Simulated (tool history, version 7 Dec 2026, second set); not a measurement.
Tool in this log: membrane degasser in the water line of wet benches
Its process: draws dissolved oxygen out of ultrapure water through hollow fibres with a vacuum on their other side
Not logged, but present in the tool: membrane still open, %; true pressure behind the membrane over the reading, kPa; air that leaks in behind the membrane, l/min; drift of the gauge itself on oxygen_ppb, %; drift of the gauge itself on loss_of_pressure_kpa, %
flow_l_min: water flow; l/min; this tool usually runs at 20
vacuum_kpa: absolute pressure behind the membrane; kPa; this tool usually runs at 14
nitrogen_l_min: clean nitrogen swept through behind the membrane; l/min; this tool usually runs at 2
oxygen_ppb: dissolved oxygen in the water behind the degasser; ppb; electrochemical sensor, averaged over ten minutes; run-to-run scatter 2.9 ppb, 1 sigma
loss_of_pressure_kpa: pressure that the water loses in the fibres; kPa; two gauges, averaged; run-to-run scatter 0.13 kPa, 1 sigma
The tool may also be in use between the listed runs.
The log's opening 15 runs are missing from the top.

| run | hour | flow_l_min | vacuum_kpa | nitrogen_l_min | hours since the membrane was changed | hours since the vacuum gauge was calibrated | hours since the vacuum lines were made tight | oxygen_ppb | loss_of_pressure_kpa |
|---|---|---|---|---|---|---|---|---|---|
| 16 | 1064.3 | 20 | 12.7 | 2 | 1535 | 6104 | 8007 | 456.1 | 41.86 |
| 17 | 1135 | 28 | 12.4 | 2 | 1606 | 6174 | 8078 | 759.7 | 58.45 |
| 18 | 1194.9 | 18 | 14 | 0.94 | 1666 | 6234 | 8138 | 607.6 | 37.5 |
| 19 | 1234.1 | 17 | 31.5 | 1.6 | 1705 | 6273 | 8177 | 786.8 | 35.58 |
| 20 | 1281.3 | 17 | 31.5 | 1.6 | 1752 | 6321 | 8224 | 787.1 | 35.64 |
| 21 | 1326.8 | 22 | 15.9 | 1.04 | 1797 | 6366 | 8270 | 820.2 | 46.01 |
| 22 | 1367.5 | 16 | 9.8 | 3.92 | 1838 | 6407 | 8311 | 205.8 | 33.3 |
|  | 1371.8 | gauge calibrated |
| 23 | 1423.4 | 16 | 9 | 3.69 | 1894 | 6463 | 8366 | 208.5 | 33.6 |
| 24 | 1471.5 | 16 | 9 | 3.69 | 1942 | 6511 | 8415 | 207.3 | 33.43 |
| 25 | 1523.8 | 16 | 9 | 3.69 | 1994 | 6563 | 8467 | 206.7 | 33.29 |
|  | 1547.8 | vacuum gauge calibrated |
| 26 | 1571.2 | 29 | 19.6 | 0.92 | 2041 | 23 | 8514 | 1412.9 | 60.46 |
| 27 | 1662.9 | 15 | 16.2 | 4.31 | 2133 | 115 | 8605 | 230.7 | 31.37 |
| 28 | 1706.3 | 29 | 16.2 | 1.17 | 2176 | 159 | 8649 | 1109.8 | 60.3 |
| 29 | 1782.5 | 13 | 14 | 3.18 | 2253 | 235 | 8725 | 185.3 | 27.23 |
| 30 | 1873 | 15 | 14 | 2.05 | 2343 | 325 | 8816 | 302.2 | 31.28 |
|  | 1956.4 | seals of the vacuum lines changed |
| 31 | 1970.1 | 20 | 11.4 | 0.8 | 2438 | 420 | 14 | 649.1 | 41.88 |
| 32 | 2024.8 | 20 | 30.9 | 3.25 | 2493 | 475 | 68 | 628.4 | 41.73 |

Each row is a separate what-if for the run after 32, all from the same tool condition, not one after another. Results?
| A | 2075.7 | 20 | 9.8 | 2.43 | 2544 | 526 | 119 | ? | ? |
| B | 2075.7 | 19 | 11.8 | 2.83 | 2544 | 526 | 119 | ? | ? |
| C | 2075.7 | 20 | 30.9 | 1.12 | 2544 | 526 | 119 | ? | ? |
| D | 2075.7 | 18 | 17 | 1.36 | 2544 | 526 | 119 | ? | ? |

| run | oxygen_ppb | loss_of_pressure_kpa |
|---|---|---|
| A | 373.1 | 41.79 |
| B | 351.8 | 39.65 |
| C | 1178.9 | 41.8 |
| D | 574.5 | 37.6 |
Had the tool no hidden state, the same runs would have come out as:
| run | oxygen_ppb | loss_of_pressure_kpa |
|---|---|---|
| A | 378.7 | 41.79 |
| B | 357.1 | 39.65 |
| C | 1196.9 | 41.8 |
| D | 583.2 | 37.59 |
